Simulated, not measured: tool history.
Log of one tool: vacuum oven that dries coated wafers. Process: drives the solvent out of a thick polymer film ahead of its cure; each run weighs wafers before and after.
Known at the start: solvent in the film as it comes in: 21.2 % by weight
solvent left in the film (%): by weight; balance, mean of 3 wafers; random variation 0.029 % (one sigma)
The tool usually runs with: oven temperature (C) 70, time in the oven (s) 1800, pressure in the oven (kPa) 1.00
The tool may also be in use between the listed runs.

run   hour  oven temperature (C)  time in the oven (s)  pressure in the oven (kPa)  solvent left in the film (%)
  1    0.0                    70                  1800                        1.00                          3.91
  2    6.8                    70                  1800                        1.00                          3.91
  3   15.1                    70                  1800                        1.00                          3.90
  4   20.7                    70                  1800                        1.00                          3.86
  5   30.4                    70                  1800                        1.00                          3.93
  6   39.4                    70                  1800                        1.00                          3.94
  7   51.4                    70                  1800                        0.81                          3.83
  8   56.6                    70                   960                        1.00                          7.77
  9   67.8                    70                   960                        1.00                          7.71
 10   77.1                    70                  1800                        0.57                          3.75
 11   84.8                    70                  1800                        0.63                          3.77
 12   92.6                    70                  1800                        2.68                          4.42
 13   99.9                    70                  1800                        2.68                          4.46
 14  105.9                    70                  1800                        2.68                          4.45
 15  114.6                    70                  2880                        2.68                          2.44
 16  126.6                    70                  2880                        2.68                          2.44
 17  135.6                    70                  2340                        1.00                          2.58
 18  147.0                    70                  1800                        3.35                          4.65
 19  159.1                    55                  1800                        3.35                         10.36
 20  169.6                    73                  1800                        1.00                          3.00
 21  180.2                    73                  1800                        1.00                          2.99
 22  187.7                    68                  1800                        1.00                          4.53
 23  193.4                    77                  1620                        2.06                          2.69
 24  201.3                    79                  2340                        3.06                          1.49
 25  210.8                    79                  2340                        1.09                          0.95
 26  217.2                    79                  2340                        1.09                          0.90
 27  228.9                    79                  2340                        1.09                          0.94
 28  240.6                    75                  1980                        1.09                          2.12
 29  246.2                    75                  1980                        1.09                          2.05
 30  258.4                    75                  1980                        1.09                          2.09
 31  265.6                    79                  1440                        0.78                          2.38
 32  272.0                    70                  2460                        1.00                          2.34
 33  279.0                    70                  2460                        1.00                          2.36
 34  285.8                    79                  1020                        1.00                          4.23
 35  296.1                    75                  2640                        0.90                          1.15
 36  304.3                    70                  1380                        3.58                          6.15
 37  314.4                    58                  1080                        1.01                         11.03
 38  326.8                    70                  1800                        2.12                          4.21
 39  334.8                    70                  1800                        3.58                          4.73
 40  346.0                    70                  1800                        3.58                          4.72
 41  357.2                    70                  1800                        3.58                          4.67
 42  369.0                    61                  2880                        1.14                          4.26
 43  377.7                    72                  2340                        0.78                          1.98
 44  388.4                    55                  2160                        0.58                          7.98

Below are 5 alternative next runs, each starting from the tool's condition after run 44. Predict each:
  A  400.7                    55                  1140                        0.58                             ?
  B  400.7                    64                  2700                        1.00                             ?
  C  400.7                    55                   960                        1.59                             ?
  D  400.7                    65                  1620                        2.93                             ?
  E  400.7                    55                  2160                        1.73                             ?

run  solvent left in the film (%)
  A                         11.52
  B                          3.58
  C                         12.66
  D                          6.85
  E                          8.49
With the hidden condition removed and each run's random variation left untouched, the same runs would have given:
run  solvent left in the film (%)
  A                         11.64
  B                          3.70
  C                         12.77
  D                          7.01
  E                          8.64

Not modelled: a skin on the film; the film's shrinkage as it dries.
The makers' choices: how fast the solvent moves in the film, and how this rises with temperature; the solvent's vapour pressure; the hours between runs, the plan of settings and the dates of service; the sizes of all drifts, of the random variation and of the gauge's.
